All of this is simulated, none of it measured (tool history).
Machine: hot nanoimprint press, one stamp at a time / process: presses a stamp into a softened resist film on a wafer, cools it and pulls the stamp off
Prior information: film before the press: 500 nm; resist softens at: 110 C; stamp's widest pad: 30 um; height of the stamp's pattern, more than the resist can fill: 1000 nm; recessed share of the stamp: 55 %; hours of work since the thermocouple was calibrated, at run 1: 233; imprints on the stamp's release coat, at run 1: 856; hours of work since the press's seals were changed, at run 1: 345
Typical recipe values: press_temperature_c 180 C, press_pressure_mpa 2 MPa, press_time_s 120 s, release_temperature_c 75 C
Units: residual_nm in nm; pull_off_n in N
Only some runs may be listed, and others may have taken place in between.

| run | hour | press_temperature_c | press_pressure_mpa | press_time_s | release_temperature_c | hours of work since the thermocouple was calibrated | imprints on the stamp's release coat | hours of work since the press's seals were changed | residual_nm | pull_off_n |
|---|---|---|---|---|---|---|---|---|---|---|
| 1 | 0 | 180 | 2 | 120 | 75 | 233 | 856 | 345 | 203.2 | 139 |
| 2 | 9.2 | 180 | 1.4 | 120 | 75 | 239 | 878 | 351 | 242.2 | 140 |
| 3 | 19.2 | 180 | 1.4 | 120 | 75 | 246 | 902 | 357 | 241.7 | 146 |
| 4 | 28.5 | 180 | 1.94 | 120 | 75 | 252 | 924 | 364 | 205.5 | 139 |
| 5 | 35.8 | 180 | 1.94 | 120 | 75 | 256 | 941 | 368 | 206.7 | 140 |
| 6 | 42.3 | 180 | 1.94 | 120 | 75 | 261 | 957 | 372 | 203.9 | 144 |
| 7 | 52.1 | 180 | 1.94 | 120 | 75 | 267 | 981 | 379 | 205.3 | 142 |
| 8 | 65.2 | 180 | 2 | 120 | 75 | 276 | 1012 | 387 | 201.7 | 145 |
| 9 | 72.6 | 180 | 2 | 120 | 75 | 280 | 1030 | 392 | 203.9 | 141 |
| 10 | 85.8 | 180 | 2 | 120 | 75 | 289 | 1061 | 401 | 202 | 138 |
| 11 | 99.2 | 180 | 2 | 120 | 75 | 298 | 1093 | 410 | 204.1 | 145 |
| 12 | 105.5 | 180 | 1.5 | 120 | 75 | 302 | 1108 | 414 | 232.8 | 143 |
| 13 | 120 | 180 | 1.5 | 120 | 75 | 311 | 1143 | 423 | 237.4 | 144 |
| 14 | 131.3 | 180 | 3.04 | 228 | 75 | 319 | 1170 | 431 | 125.6 | 139 |
| 15 | 141.1 | 188 | 1.63 | 87 | 68 | 325 | 1194 | 437 | 182.7 | 150 |
| 16 | 148.6 | 188 | 1.63 | 87 | 68 | 330 | 1211 | 442 | 181.4 | 142 |
| 17 | 158 | 189 | 2 | 236 | 72 | 336 | 1234 | 448 | 107.2 | 146 |
| 18 | 170.9 | 189 | 1.61 | 236 | 72 | 344 | 1265 | 456 | 122.8 | 148 |
| 19 | 185.1 | 189 | 1.61 | 236 | 72 | 354 | 1299 | 466 | 122.1 | 146 |
| 20 | 197.2 | 189 | 1.3 | 236 | 72 | 362 | 1328 | 474 | 137.5 | 149 |
|  | 217.3 | stamp cleaned and given a new release coat |
| 21 | 218.2 | 179 | 1.3 | 236 | 83 | 371 | 2 | 483 | 209.4 | 132 |
|  | 227 | plate thermocouple calibrated |
| 22 | 234.9 | 183 | 2 | 64 | 75 | 5 | 35 | 492 | 221.8 | 142 |
| 23 | 244.4 | 186 | 1.81 | 116 | 75 | 11 | 57 | 498 | 166.9 | 145 |
| 24 | 256.4 | 186 | 2.41 | 124 | 71 | 19 | 86 | 506 | 140.2 | 155 |
| 25 | 262.8 | 190 | 2.41 | 124 | 79 | 23 | 101 | 510 | 117.8 | 136 |

Here are 4 independent what-if runs from the current tool condition. What would each one return?
| A | 269.2 | 178 | 2.41 | 124 | 77 | 28 | 117 | 515 | ? | ? |
| B | 269.2 | 180 | 2 | 197 | 75 | 28 | 117 | 515 | ? | ? |
| C | 269.2 | 182 | 2.41 | 124 | 79 | 28 | 117 | 515 | ? | ? |
| D | 269.2 | 183 | 1.35 | 124 | 78 | 28 | 117 | 515 | ? | ? |

| run | residual_nm | pull_off_n |
|---|---|---|
| A | 198.4 | 141 |
| B | 169.1 | 144 |
| C | 166.7 | 142 |
| D | 217.1 | 136 |
Without the tool's hidden state the same runs would have given:
| run | residual_nm | pull_off_n |
|---|---|---|
| A | 198.2 | 141 |
| B | 169 | 144 |
| C | 166.6 | 142 |
| D | 217 | 136 |
